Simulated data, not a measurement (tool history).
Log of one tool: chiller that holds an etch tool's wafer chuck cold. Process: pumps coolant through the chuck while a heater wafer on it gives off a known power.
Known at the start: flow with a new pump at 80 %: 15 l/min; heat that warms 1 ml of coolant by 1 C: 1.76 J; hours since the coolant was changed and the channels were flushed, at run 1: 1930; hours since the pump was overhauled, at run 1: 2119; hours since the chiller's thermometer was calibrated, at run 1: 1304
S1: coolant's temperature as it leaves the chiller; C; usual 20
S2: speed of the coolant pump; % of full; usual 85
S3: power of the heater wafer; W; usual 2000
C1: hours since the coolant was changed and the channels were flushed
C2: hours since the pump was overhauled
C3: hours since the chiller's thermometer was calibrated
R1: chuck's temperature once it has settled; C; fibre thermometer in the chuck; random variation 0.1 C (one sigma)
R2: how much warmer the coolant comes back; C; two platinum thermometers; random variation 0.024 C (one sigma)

Run 1, hour 0: usual settings; C1 1930; C2 2119; C3 1304. Result: R1 31.8 C, R2 4.31 C.
Run 2, hour 62.9: usual settings; C1 1993; C2 2182; C3 1367. Result: R1 31.8 C, R2 4.31 C.
Run 3, hour 93.8: usual settings but S3 2303 W; C1 2024; C2 2213; C3 1398. Result: R1 33.5 C, R2 4.94 C.
Run 4, hour 167.1: usual settings but S3 2303 W; C1 2097; C2 2286; C3 1471. Result: R1 33.8 C, R2 4.92 C.
Run 5, hour 208.4: usual settings but S3 2496 W; C1 2139; C2 2328; C3 1513. Result: R1 34.7 C, R2 5.4 C.
Run 6, hour 269.6: usual settings but S3 2496 W; C1 2200; C2 2389; C3 1574. Result: R1 34.7 C, R2 5.36 C.
Run 7, hour 304.4: usual settings but S3 2496 W; C1 2235; C2 2424; C3 1609. Result: R1 34.8 C, R2 5.42 C.
Run 8, hour 360.1: usual settings but S3 2496 W; C1 2290; C2 2479; C3 1664. Result: R1 34.8 C, R2 5.4 C.
Run 9, hour 414.8: usual settings; C1 2345; C2 2534; C3 1719. Result: R1 31.8 C, R2 4.33 C.
Run 10, hour 455.2: usual settings but S1 15 C; C1 2386; C2 2574; C3 1760. Result: R1 26.7 C, R2 4.33 C.
Run 11, hour 528.7: usual settings but S2 66 % of full; C1 2459; C2 2648; C3 1833. Result: R1 35 C, R2 5.55 C.
Run 12, hour 580.5: usual settings but S2 68 % of full; C1 2511; C2 2700; C3 1885. Result: R1 34.3 C, R2 5.36 C.
Run 13, hour 614.2: usual settings but S2 68 % of full; C1 2545; C2 2733; C3 1919. Result: R1 34.4 C, R2 5.46 C.
Run 14, hour 682.2: usual settings but S2 68 % of full; C1 2613; C2 2801; C3 1987. Result: R1 34.5 C, R2 5.45 C.
Run 15, hour 714.9: usual settings but S2 68 % of full; C1 2645; C2 2834; C3 2019. Result: R1 34.3 C, R2 5.45 C.
Run 16, hour 761.6: usual settings; C1 2692; C2 2881; C3 2066. Result: R1 31.8 C, R2 4.37 C.
Run 17, hour 826.7: usual settings but S2 93 % of full; C1 2757; C2 2946; C3 2131. Result: R1 30.8 C, R2 4.05 C.
Run 18, hour 865.2: usual settings but S2 93 % of full, S3 1140 W; C1 2796; C2 2984; C3 2170. Result: R1 26.2 C, R2 2.35 C.
Run 19, hour 913.3: usual settings but S1 19 C; C1 2844; C2 3032; C3 2218. Result: R1 30.8 C, R2 4.41 C.
Run 20, hour 951.4: usual settings but S1 11 C, S2 79 % of full, S3 1820 W; C1 2882; C2 3071; C3 2256. Result: R1 22.4 C, R2 4.37 C.
Run 21, hour 999.8: usual settings but S1 11 C, S2 61 % of full, S3 2341 W; C1 2930; C2 3119; C3 2304. Result: R1 29.2 C, R2 7.07 C.
Run 22, hour 1055.6: usual settings but S1 23 C, S2 87 % of full, S3 2124 W; C1 2986; C2 3175; C3 2360. Result: R1 35.2 C, R2 4.58 C.
Run 23, hour 1101.5: usual settings but S1 21 C, S2 62 % of full, S3 2486 W; C1 3032; C2 3221; C3 2406. Result: R1 40.4 C, R2 7.35 C.
Run 24, hour 1142.5: usual settings but S2 77 % of full, S3 2590 W; C1 3073; C2 3262; C3 2447. Result: R1 36.6 C, R2 6.34 C.
Run 25, hour 1203.6: usual settings but S1 30 C; C1 3134; C2 3323; C3 2508. Result: R1 41.7 C, R2 4.45 C.
Run 26, hour 1277: usual settings but S1 23 C, S2 67 % of full, S3 1559 W; C1 3207; C2 3396; C3 2581. Result: R1 34.4 C, R2 4.41 C.
Run 27, hour 1332.2: usual settings but S1 28 C, S2 61 % of full, S3 1067 W; C1 3263; C2 3451; C3 2637. Result: R1 36.3 C, R2 3.34 C.
Run 28, hour 1400: usual settings but S1 28 C, S2 61 % of full, S3 1067 W; C1 3330; C2 3519; C3 2704. Result: R1 36.2 C, R2 3.35 C.
Run 29, hour 1432.6: usual settings but S1 21 C, S2 61 % of full, S3 1188 W; C1 3363; C2 3552; C3 2737. Result: R1 30.4 C, R2 3.71 C.
Run 30, hour 1492.9: usual settings but S1 21 C, S2 61 % of full, S3 1188 W; C1 3423; C2 3612; C3 2797. Result: R1 30.5 C, R2 3.69 C.
Run 31, hour 1532.5: usual settings but S1 21 C, S2 61 % of full, S3 1188 W; C1 3463; C2 3652; C3 2837. Result: R1 30.5 C, R2 3.7 C.

Forecast each of these 4 alternatives for the next run:
Run A, hour 1571: usual settings but S1 25 C, S2 74 % of full, S3 2241 W; C1 3501; C2 3690; C3 2875. Result: R1 ?, R2 ?.
Run B, hour 1571: usual settings but S1 29 C; C1 3501; C2 3690; C3 2875. Result: R1 ?, R2 ?.
Run C, hour 1571: usual settings but S1 21 C, S2 61 % of full, S3 2300 W; C1 3501; C2 3690; C3 2875. Result: R1 ?, R2 ?.
Run D, hour 1571: usual settings but S1 24 C, S3 1218 W; C1 3501; C2 3690; C3 2875. Result: R1 ?, R2 ?.

run    R1    R2
  A  39.9  5.67
  B  40.8   4.5
  C    39  6.96
  D  31.1  2.83
Without the tool's hidden state the same runs would have given:
run    R1    R2
  A  39.8  5.46
  B  40.8   4.3
  C  38.9  6.75
  D  31.1  2.63
